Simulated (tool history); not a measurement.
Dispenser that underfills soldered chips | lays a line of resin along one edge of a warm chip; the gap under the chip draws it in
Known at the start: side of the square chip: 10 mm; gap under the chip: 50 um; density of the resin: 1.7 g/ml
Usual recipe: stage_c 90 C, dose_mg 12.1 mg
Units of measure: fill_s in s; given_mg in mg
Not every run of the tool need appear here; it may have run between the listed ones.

run    day  stage_c  dose_mg  fill_s  given_mg
  1  0.000       90     12.1    41.9     11.88
  2  0.129       90     12.1    45.7     11.86
  3  0.229       90     12.1    48.1     11.72
  4  0.371       90     12.1    52.1     11.81
  5  0.492       90     12.5    56.1     12.24
  6  0.638       90     12.1    60.8     11.91
  7  0.846       90     12.1    44.4     11.66
  8  0.992       82     12.1    69.6     11.76
  9  1.175       90     12.1    54.7     11.73
 10  1.346       90     12.1    59.4     11.66
 11  1.533       90     12.1    42.2     11.49
 12  1.712       90     12.1    49.5     11.59
 13  1.854       90     12.1    52.2     11.63
 14  2.054       90     12.1    57.9     11.51
 15  2.138       90     15.1    58.2     14.26
 16  2.333       90     15.1    41.6     14.22
 17  2.454       90     15.1    45.9     14.14
 18  2.571       90     15.1    48.2     14.23
 19  2.754       90     15.1    53.1     14.24
 20  2.929       80     14.8    93.6     13.84
 21  3.075       94     15.2    35.2     14.26
 22  3.183       84     15.1    58.3     14.08
 23  3.288       84     12.3    64.4     11.49
 24  3.392       84     12.3    66.4     11.47
 25  3.567       82     10.4    86.9      9.77
 26  3.729       94     10.9    35.1     10.08
 27  3.900       89     12.9    45.5     11.98
 28  4.104      102     11.5    31.7     10.63
 29  4.200      101     13.8    32.5     12.67
 30  4.392      101     13.8    35.0     13.78
 31  4.550      103     10.9    23.7     10.95
 32  4.712       86     14.4    51.2     14.17
 33  4.883       92     10.5    46.0     10.38
 34  5.083       90     13.1    53.8     13.10
 35  5.196       90     10.7    60.8     10.58
 36  5.292      100     14.8    25.9     14.45
 37  5.492       83     13.5    59.7     13.21

Missing from the log above: 8 entries noted between runs. For each, name the pair of listed runs it sits between and say how the tool's hidden condition differs from the listed run just before to the listed run just after:
In the gap between runs 6 and 7: new syringe of resin (day 0.679)
  resin's viscosity, % of fresh resin's: 153.3 -> 110.5; dose that the valve gives, % of what is set: 97.26 -> 96.99; true chip temperature over the reading, C: 0.63 -> 0.65
  what was measured, less what the result would be without the hidden state, fill_s: +20.4 -> +3.3 s; given_mg: -0.34 -> -0.37 mg
In the gap between runs 10 and 11: new syringe of resin (day 1.442)
  resin's viscosity, % of fresh resin's: 148.9 -> 106.5; dose that the valve gives, % of what is set: 96.26 -> 96.03; true chip temperature over the reading, C: 0.7 -> 0.72
  what was measured, less what the result would be without the hidden state, fill_s: +18.7 -> +1.7 s; given_mg: -0.46 -> -0.48 mg
In the gap between runs 15 and 16: new syringe of resin (day 2.204)
  resin's viscosity, % of fresh resin's: 152.5 -> 108.2; dose that the valve gives, % of what is set: 95.17 -> 94.91; true chip temperature over the reading, C: 0.77 -> 0.79
  what was measured, less what the result would be without the hidden state, fill_s: +19.0 -> +1.9 s; given_mg: -0.73 -> -0.76 mg
In the gap between runs 20 and 21: new syringe of resin (day 2.958)
  resin's viscosity, % of fresh resin's: 154.6 -> 107.5; dose that the valve gives, % of what is set: 94.04 -> 93.86; true chip temperature over the reading, C: 0.84 -> 0.85
  what was measured, less what the result would be without the hidden state, fill_s: +31.0 -> +1.4 s; given_mg: -0.88 -> -0.93 mg
In the gap between runs 25 and 26: new syringe of resin (day 3.717)
  resin's viscosity, % of fresh resin's: 144.6 -> 99.7; dose that the valve gives, % of what is set: 93.15 -> 92.95; true chip temperature over the reading, C: 0.9 -> 0.91
  what was measured, less what the result would be without the hidden state, fill_s: +26.1 -> -0.5 s; given_mg: -0.72 -> -0.77 mg
In the gap between runs 29 and 30: dispensing valve cleaned and set on the balance (day 4.342)
  resin's viscosity, % of fresh resin's: 132 -> 144.4; dose that the valve gives, % of what is set: 92.26 -> 99.92; true chip temperature over the reading, C: 0.95 -> 0.97
  what was measured, less what the result would be without the hidden state, fill_s: +7.1 -> +9.8 s; given_mg: -1.06 -> -0.02 mg
In the gap between runs 30 and 31: new syringe of resin (day 4.517)
  resin's viscosity, % of fresh resin's: 144.4 -> 100.7; dose that the valve gives, % of what is set: 99.92 -> 99.7; true chip temperature over the reading, C: 0.97 -> 0.98
  what was measured, less what the result would be without the hidden state, fill_s: +9.8 -> -0.8 s; given_mg: -0.02 -> -0.04 mg
In the gap between runs 35 and 36: new syringe of resin (day 5.275)
  resin's viscosity, % of fresh resin's: 148.1 -> 101.2; dose that the valve gives, % of what is set: 98.83 -> 98.71; true chip temperature over the reading, C: 1.04 -> 1.05
  what was measured, less what the result would be without the hidden state, fill_s: +18.1 -> -0.8 s; given_mg: -0.12 -> -0.19 mg
